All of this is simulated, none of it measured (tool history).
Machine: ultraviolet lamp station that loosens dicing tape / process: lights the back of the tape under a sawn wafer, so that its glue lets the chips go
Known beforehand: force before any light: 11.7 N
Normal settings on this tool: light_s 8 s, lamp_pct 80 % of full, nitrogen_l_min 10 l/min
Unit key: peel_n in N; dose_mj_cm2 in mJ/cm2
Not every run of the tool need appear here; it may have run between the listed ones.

run     day  light_s  lamp_pct  nitrogen_l_min  peel_n  dose_mj_cm2
  1   0.000        8        80              10   1.222          222
  2   2.258       11        80              10   0.648          301
  3   4.821       12        80              10   0.556          317
  4   7.288       12        80              10   0.586          307
      7.825  -- window cleaned of glue's vapour
  5  10.188       12        80              10   0.418          354
  6  13.621        8        80              19   0.665          231
  7  15.717       15        63              10   0.494          340
  8  18.542        7        63              14   1.977          151
  9  21.542        7        63              14   1.977          148
 10  24.621        7        63              14   2.134          146

Consider 3 possible next runs. They are alternatives, not a sequence: every one starts from the tool as it was left by run 10. What does each give?
  A  26.967        8        71              10       ?            ?
  B  26.967        7        93              14       ?            ?
  C  26.967       13        85              18       ?            ?

run  peel_n  dose_mj_cm2
  A   1.895          179
  B   1.107          210
  C   0.275          351
Take away the tool's hidden state, keep each run's random variation, and the runs would have read:
run  peel_n  dose_mj_cm2
  A   1.043          242
  B   0.564          283
  C   0.192          473

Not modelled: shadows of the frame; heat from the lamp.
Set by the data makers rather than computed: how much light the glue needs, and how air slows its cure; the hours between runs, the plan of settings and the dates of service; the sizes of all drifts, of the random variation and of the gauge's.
